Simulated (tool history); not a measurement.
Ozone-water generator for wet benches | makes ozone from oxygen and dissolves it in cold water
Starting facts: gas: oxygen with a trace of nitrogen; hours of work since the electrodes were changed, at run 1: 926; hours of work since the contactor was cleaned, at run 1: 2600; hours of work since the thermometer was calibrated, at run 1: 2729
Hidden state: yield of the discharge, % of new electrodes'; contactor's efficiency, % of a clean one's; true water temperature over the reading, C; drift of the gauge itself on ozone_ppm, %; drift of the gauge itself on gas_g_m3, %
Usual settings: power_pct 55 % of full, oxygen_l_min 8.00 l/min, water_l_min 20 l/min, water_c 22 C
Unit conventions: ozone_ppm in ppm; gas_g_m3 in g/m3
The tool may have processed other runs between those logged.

run,hour,power_pct,oxygen_l_min,water_l_min,water_c,hours of work since the electrodes were changed,hours of work since the contactor was cleaned,hours of work since the thermometer was calibrated,ozone_ppm,gas_g_m3
1,0.0,55,8.00,20,22,926,2600,2729,19.1,138.8
2,44.0,55,8.00,20,22,965,2640,2768,19.2,139.0
3,76.9,55,7.51,20,22,994,2669,2798,19.6,145.1
4,124.3,55,7.51,20,22,1036,2711,2840,19.2,144.6
5,174.4,55,4.59,20,22,1081,2756,2885,21.3,204.0
6,206.3,55,4.59,20,22,1109,2784,2913,21.7,202.9
7,253.0,55,4.59,20,22,1151,2826,2955,21.1,199.6
8,278.7,55,4.59,20,22,1174,2849,2978,21.0,202.8
9,313.4,55,4.59,20,22,1205,2880,3008,21.7,202.7
10,339.5,55,4.59,20,22,1228,2903,3032,21.5,201.9
11,390.5,55,4.59,20,22,1273,2948,3077,21.4,202.7
12,432.1,55,4.59,20,22,1311,2985,3114,21.1,203.0
13,466.4,43,8.00,20,22,1341,3016,3145,15.9,115.7
14,516.8,43,8.00,25,22,1386,3061,3190,13.3,116.8
15,551.2,43,8.00,25,22,1417,3091,3220,13.9,115.3
16,588.9,43,8.00,25,22,1450,3125,3254,13.6,117.1
# hour 606.0: water thermometer calibrated
17,618.8,43,8.00,25,22,1476,3151,11,13.7,117.1
18,652.0,43,8.00,25,22,1506,3181,41,13.7,115.1
19,689.9,55,8.00,20,15,1540,3214,75,21.7,135.8
20,713.9,46,12.77,15,19,1561,3236,96,17.9,88.3
21,762.4,46,8.56,19,19,1604,3279,139,17.7,114.7
22,787.3,95,13.59,12,20,1626,3301,162,30.8,137.9
23,816.2,55,7.92,20,29,1652,3327,187,16.3,137.6
24,854.0,53,7.92,15,29,1686,3361,221,19.0,134.1
25,905.7,88,8.79,19,29,1732,3407,267,22.8,177.8
26,937.6,55,8.00,20,15,1760,3435,295,21.2,137.5
27,963.9,48,8.00,18,22,1784,3458,319,18.6,124.4
28,999.5,63,8.00,20,28,1815,3490,350,18.5,150.2
29,1029.6,63,8.00,20,28,1842,3517,377,18.4,149.8
30,1081.8,72,8.00,24,28,1889,3563,424,17.7,165.9
31,1112.5,55,5.63,20,17,1916,3591,451,22.3,175.0
32,1165.5,55,8.00,27,22,1963,3638,498,14.8,135.0

What would each run have given without the hidden state, its run-to-run variation left as it was?
run,ozone_ppm,gas_g_m3
1,19.5,140.0
2,19.6,140.4
3,20.1,146.6
4,19.7,146.2
5,21.9,206.4
6,22.3,205.5
7,21.7,202.2
8,21.7,205.5
9,22.3,205.6
10,22.1,204.8
11,22.1,205.8
12,21.8,206.3
13,16.4,117.2
14,13.8,118.5
15,14.3,116.9
16,14.0,118.9
17,14.2,118.9
18,14.1,116.9
19,22.5,138.6
20,18.4,89.9
21,18.3,116.8
22,32.0,142.4
23,17.0,140.7
24,19.6,137.1
25,23.9,183.7
26,22.0,140.9
27,19.3,127.1
28,19.4,154.5
29,19.3,154.1
30,18.7,171.3
31,23.3,179.8
32,15.5,138.8

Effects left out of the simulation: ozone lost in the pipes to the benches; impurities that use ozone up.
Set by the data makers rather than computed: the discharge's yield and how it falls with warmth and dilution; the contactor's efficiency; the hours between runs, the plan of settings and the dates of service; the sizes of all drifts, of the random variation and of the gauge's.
